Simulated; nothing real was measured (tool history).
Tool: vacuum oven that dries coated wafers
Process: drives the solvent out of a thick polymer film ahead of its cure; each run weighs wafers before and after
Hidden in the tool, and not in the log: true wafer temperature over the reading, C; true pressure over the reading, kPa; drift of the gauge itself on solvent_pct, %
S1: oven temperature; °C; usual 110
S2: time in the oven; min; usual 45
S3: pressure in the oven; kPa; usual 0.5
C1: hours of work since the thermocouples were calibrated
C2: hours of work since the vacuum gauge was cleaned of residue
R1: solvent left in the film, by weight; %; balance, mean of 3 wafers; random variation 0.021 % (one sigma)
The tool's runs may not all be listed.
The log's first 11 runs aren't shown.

run,day,S1,S2,S3,C1,C2,R1
12,44.442,110,45,0.5,420,2276,3.04
13,48.196,110,45,0.5,457,2313,3
14,52.821,110,45,0.5,502,2359,3.03
15,56.862,110,45,0.5,542,2398,3
16,61.721,110,45,0.5,590,2446,3.02
17,64.696,110,45,0.5,619,2476,2.98
18,68.767,110,45,0.5,659,2516,3
19,72.2,110,45,0.5,693,2550,3.01
# day 74.888: oven's thermocouples calibrated
# day 75.492: vacuum gauge cleaned of residue and calibrated
20,76.938,103,78,0.308,20,14,2.02
21,79.354,103,79,0.779,43,38,2.25
22,83.2,124,38,0.427,81,76,1.2
23,85.562,110,50,1.112,105,99,2.8
24,88.05,123,67,1.112,129,124,0.51
25,91.879,109,58,0.838,167,162,2.33
26,94.883,109,23,1.797,196,191,7.01
27,99.475,125,74,0.608,242,236,0.24
28,103.075,110,81,0.673,277,272,1.05
29,107.683,110,81,0.673,323,317,1.04
30,111.525,110,81,0.673,360,355,1.06
31,115.371,110,33,0.539,398,393,4.57
32,118.442,110,33,0.539,429,423,4.52
33,120.7,110,66,1.052,451,445,1.78
34,123.396,110,54,0.849,477,472,2.36
35,126.958,110,54,0.849,512,507,2.35

3 ways to go on from here, each from the tool as it stands after run 35. What would each give?
A,129.554,103,29,0.5,538,533,?
B,129.554,111,45,0.476,538,533,?
C,129.554,96,59,1.775,538,533,?

run,R1
A,6.98
B,2.79
C,5.84
Without the tool's hidden state the same runs would have given:
run,R1
A,6.97
B,2.78
C,5.83
